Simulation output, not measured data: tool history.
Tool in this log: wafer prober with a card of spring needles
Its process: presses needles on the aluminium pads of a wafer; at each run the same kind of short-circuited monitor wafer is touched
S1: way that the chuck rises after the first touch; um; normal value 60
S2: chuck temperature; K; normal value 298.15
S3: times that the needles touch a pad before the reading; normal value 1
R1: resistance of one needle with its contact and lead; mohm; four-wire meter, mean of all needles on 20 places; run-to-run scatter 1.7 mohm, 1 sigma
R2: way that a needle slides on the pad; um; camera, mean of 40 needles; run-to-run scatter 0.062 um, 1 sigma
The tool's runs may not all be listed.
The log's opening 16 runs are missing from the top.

{"day": 11.967, "done": "tips cleaned on abrasive film"}
{"run": 17, "day": 12.279, "S1": 60, "S2": 379.15, "S3": 2, "R1": 212, "R2": 8.01}
{"day": 12.696, "done": "tips cleaned on abrasive film"}
{"run": 18, "day": 13.012, "S1": 67, "S2": 298.15, "S3": 1, "R1": 202, "R2": 8.8}
{"day": 13.442, "done": "tips cleaned on abrasive film"}
{"run": 19, "day": 13.467, "S1": 60, "S2": 298.15, "S3": 2, "R1": 174, "R2": 7.72}
{"day": 14.179, "done": "tips cleaned on abrasive film"}
{"run": 20, "day": 14.179, "S1": 47, "S2": 298.15, "S3": 2, "R1": 179, "R2": 6.05}
{"run": 21, "day": 14.646, "S1": 65, "S2": 299.15, "S3": 1, "R1": 217, "R2": 8.52}
{"day": 14.917, "done": "tips cleaned on abrasive film"}
{"run": 22, "day": 15.483, "S1": 71, "S2": 363.15, "S3": 1, "R1": 217, "R2": 9.31}
{"day": 15.662, "done": "tips cleaned on abrasive film"}
{"run": 23, "day": 16.217, "S1": 71, "S2": 363.15, "S3": 1, "R1": 221, "R2": 9.45}
{"day": 16.4, "done": "tips cleaned on abrasive film"}
{"run": 24, "day": 16.671, "S1": 50, "S2": 349.15, "S3": 2, "R1": 213, "R2": 6.3}
{"day": 17.192, "done": "tips cleaned on abrasive film"}
{"run": 25, "day": 17.579, "S1": 40, "S2": 363.15, "S3": 2, "R1": 242, "R2": 5.0}
{"day": 17.925, "done": "tips cleaned on abrasive film"}
{"run": 26, "day": 18.483, "S1": 40, "S2": 363.15, "S3": 2, "R1": 257, "R2": 5.04}
{"day": 18.692, "done": "tips cleaned on abrasive film"}
{"run": 27, "day": 19.188, "S1": 78, "S2": 300.15, "S3": 1, "R1": 197, "R2": 10.22}
{"day": 19.412, "done": "tips cleaned on abrasive film"}
{"run": 28, "day": 19.621, "S1": 67, "S2": 355.15, "S3": 3, "R1": 190, "R2": 8.8}
{"day": 20.179, "done": "tips cleaned on abrasive film"}
{"run": 29, "day": 20.521, "S1": 63, "S2": 350.15, "S3": 1, "R1": 222, "R2": 8.11}
{"day": 20.938, "done": "tips cleaned on abrasive film"}
{"run": 30, "day": 21.142, "S1": 80, "S2": 298.15, "S3": 3, "R1": 178, "R2": 10.39}
{"run": 31, "day": 21.621, "S1": 69, "S2": 327.15, "S3": 2, "R1": 204, "R2": 8.96}
{"day": 21.717, "done": "tips cleaned on abrasive film"}
{"day": 22.483, "done": "tips cleaned on abrasive film"}
{"run": 32, "day": 22.533, "S1": 40, "S2": 379.15, "S3": 2, "R1": 220, "R2": 4.92}

Each row is a separate what-if for the run after 32, all from the same tool condition, not one after another. Results?
{"run": "A", "day": 22.996, "S1": 57, "S2": 331.15, "S3": 3, "R1": "?", "R2": "?"}
{"run": "B", "day": 22.996, "S1": 44, "S2": 340.15, "S3": 1, "R1": "?", "R2": "?"}
{"run": "C", "day": 22.996, "S1": 55, "S2": 309.15, "S3": 2, "R1": "?", "R2": "?"}

run=A R1=204 R2=7.24
run=B R1=282 R2=5.43
run=C R1=216 R2=7.05
Stripped of hidden state, with their random variation kept, the same runs would have yielded:
run=A R1=181 R2=7.87
run=B R1=186 R2=6.07
run=C R1=176 R2=7.69
